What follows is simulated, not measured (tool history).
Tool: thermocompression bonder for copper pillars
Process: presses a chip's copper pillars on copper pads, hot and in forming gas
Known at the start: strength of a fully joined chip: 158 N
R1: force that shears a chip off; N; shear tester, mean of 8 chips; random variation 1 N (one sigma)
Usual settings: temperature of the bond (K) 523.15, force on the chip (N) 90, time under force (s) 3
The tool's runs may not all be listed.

run 1 hour=0.0 | temperature_of_the_bond_(K)=523.15 force_on_the_chip_(N)=90 time_under_force_(s)=3 | R1=96.9
run 2 hour=90.9 | temperature_of_the_bond_(K)=523.15 force_on_the_chip_(N)=90 time_under_force_(s)=3 | R1=94.7
-- hour=105.7 heater calibrated with a thermocouple chip
run 3 hour=145.3 | temperature_of_the_bond_(K)=523.15 force_on_the_chip_(N)=90 time_under_force_(s)=3 | R1=105.1
run 4 hour=237.2 | temperature_of_the_bond_(K)=523.15 force_on_the_chip_(N)=90 time_under_force_(s)=3 | R1=105.5
run 5 hour=303.1 | temperature_of_the_bond_(K)=523.15 force_on_the_chip_(N)=90 time_under_force_(s)=3 | R1=101.4
run 6 hour=391.5 | temperature_of_the_bond_(K)=523.15 force_on_the_chip_(N)=90 time_under_force_(s)=3 | R1=102.2
run 7 hour=455.7 | temperature_of_the_bond_(K)=523.15 force_on_the_chip_(N)=90 time_under_force_(s)=3 | R1=100.4
run 8 hour=531.2 | temperature_of_the_bond_(K)=523.15 force_on_the_chip_(N)=90 time_under_force_(s)=3 | R1=99.9
run 9 hour=586.3 | temperature_of_the_bond_(K)=523.15 force_on_the_chip_(N)=86 time_under_force_(s)=3 | R1=93.4
-- hour=641.1 forming gas filter changed
run 10 hour=641.1 | temperature_of_the_bond_(K)=523.15 force_on_the_chip_(N)=86 time_under_force_(s)=3 | R1=98.3
run 11 hour=739.4 | temperature_of_the_bond_(K)=523.15 force_on_the_chip_(N)=90 time_under_force_(s)=9 | R1=128.6
run 12 hour=781.6 | temperature_of_the_bond_(K)=523.15 force_on_the_chip_(N)=55 time_under_force_(s)=9 | R1=87.9
run 13 hour=835.9 | temperature_of_the_bond_(K)=523.15 force_on_the_chip_(N)=55 time_under_force_(s)=9 | R1=89.2
-- hour=886.1 heater calibrated with a thermocouple chip
run 14 hour=910.6 | temperature_of_the_bond_(K)=523.15 force_on_the_chip_(N)=55 time_under_force_(s)=5 | R1=79.8
run 15 hour=977.5 | temperature_of_the_bond_(K)=523.15 force_on_the_chip_(N)=90 time_under_force_(s)=3 | R1=104.6
run 16 hour=1072.4 | temperature_of_the_bond_(K)=523.15 force_on_the_chip_(N)=82 time_under_force_(s)=3 | R1=96.4
-- hour=1112.5 force cell calibrated
run 17 hour=1158.9 | temperature_of_the_bond_(K)=537.15 force_on_the_chip_(N)=82 time_under_force_(s)=3 | R1=108.5
run 18 hour=1228.5 | temperature_of_the_bond_(K)=537.15 force_on_the_chip_(N)=82 time_under_force_(s)=5 | R1=121.9
-- hour=1286.1 forming gas filter changed
run 19 hour=1286.1 | temperature_of_the_bond_(K)=537.15 force_on_the_chip_(N)=82 time_under_force_(s)=5 | R1=123.3
run 20 hour=1376.0 | temperature_of_the_bond_(K)=512.15 force_on_the_chip_(N)=106 time_under_force_(s)=5 | R1=120.8
run 21 hour=1423.2 | temperature_of_the_bond_(K)=521.15 force_on_the_chip_(N)=57 time_under_force_(s)=3 | R1=64.0
run 22 hour=1516.2 | temperature_of_the_bond_(K)=511.15 force_on_the_chip_(N)=90 time_under_force_(s)=3 | R1=89.9
run 23 hour=1563.2 | temperature_of_the_bond_(K)=511.15 force_on_the_chip_(N)=90 time_under_force_(s)=3 | R1=87.1
-- hour=1647.4 force cell calibrated, once more
run 24 hour=1665.8 | temperature_of_the_bond_(K)=542.15 force_on_the_chip_(N)=82 time_under_force_(s)=3 | R1=101.3
-- hour=1672.7 heater calibrated with a thermocouple chip
run 25 hour=1728.5 | temperature_of_the_bond_(K)=542.15 force_on_the_chip_(N)=82 time_under_force_(s)=3 | R1=111.6
run 26 hour=1805.1 | temperature_of_the_bond_(K)=511.15 force_on_the_chip_(N)=82 time_under_force_(s)=2 | R1=69.9
run 27 hour=1904.0 | temperature_of_the_bond_(K)=511.15 force_on_the_chip_(N)=82 time_under_force_(s)=2 | R1=68.9
-- hour=1934.9 forming gas filter changed
run 28 hour=1974.2 | temperature_of_the_bond_(K)=511.15 force_on_the_chip_(N)=82 time_under_force_(s)=2 | R1=70.7
run 29 hour=2024.7 | temperature_of_the_bond_(K)=530.15 force_on_the_chip_(N)=61 time_under_force_(s)=6 | R1=92.3
run 30 hour=2066.7 | temperature_of_the_bond_(K)=530.15 force_on_the_chip_(N)=61 time_under_force_(s)=6 | R1=93.8
run 31 hour=2138.9 | temperature_of_the_bond_(K)=530.15 force_on_the_chip_(N)=61 time_under_force_(s)=6 | R1=91.1
run 32 hour=2227.1 | temperature_of_the_bond_(K)=519.15 force_on_the_chip_(N)=54 time_under_force_(s)=3 | R1=53.9
run 33 hour=2315.9 | temperature_of_the_bond_(K)=521.15 force_on_the_chip_(N)=70 time_under_force_(s)=2 | R1=63.1
run 34 hour=2379.5 | temperature_of_the_bond_(K)=502.15 force_on_the_chip_(N)=87 time_under_force_(s)=2 | R1=61.8
-- hour=2459.9 heater calibrated with a thermocouple chip
run 35 hour=2476.7 | temperature_of_the_bond_(K)=502.15 force_on_the_chip_(N)=129 time_under_force_(s)=2 | R1=100.8
run 36 hour=2526.9 | temperature_of_the_bond_(K)=502.15 force_on_the_chip_(N)=129 time_under_force_(s)=2 | R1=98.8
-- hour=2579.1 forming gas filter changed
run 37 hour=2608.3 | temperature_of_the_bond_(K)=502.15 force_on_the_chip_(N)=129 time_under_force_(s)=2 | R1=102.9
run 38 hour=2696.6 | temperature_of_the_bond_(K)=520.15 force_on_the_chip_(N)=59 time_under_force_(s)=2 | R1=56.6

Some steps in R1 between neighbouring runs. How much of each would the tool show without its hidden state too (settings, what came in, random variation), and how much is left for the hidden state, with any gauge scatter that isn't in both results?
The hidden state here: true temperature of the bond over the reading, C; force that reaches the chip, % of what is set; oxide that the forming gas leaves, % of the face; drift of the gauge itself on shear_n, %.
Run 2 -> 3: heater calibrated with a thermocouple chip. R1 +10.4 N: hidden state +10.6, all else -0.2.
Run 13 -> 14: time under force (s) 9 -> 5, heater calibrated with a thermocouple chip. R1 -9.4 N: hidden state +9.2, all else -18.6.
Run 20 -> 21: temperature of the bond (K) 512.15 -> 521.15, force on the chip (N) 106 -> 57, time under force (s) 5 -> 3. R1 -56.8 N: hidden state +0.0, all else -56.8.
Run 24 -> 25: heater calibrated with a thermocouple chip. R1 +10.3 N: hidden state +7.9, all else +2.4.
Run 25 -> 26: temperature of the bond (K) 542.15 -> 511.15, time under force (s) 3 -> 2. R1 -41.7 N: hidden state -0.3, all else -41.4.
Run 37 -> 38: temperature of the bond (K) 502.15 -> 520.15, force on the chip (N) 129 -> 59. R1 -46.3 N: hidden state -0.7, all else -45.6.
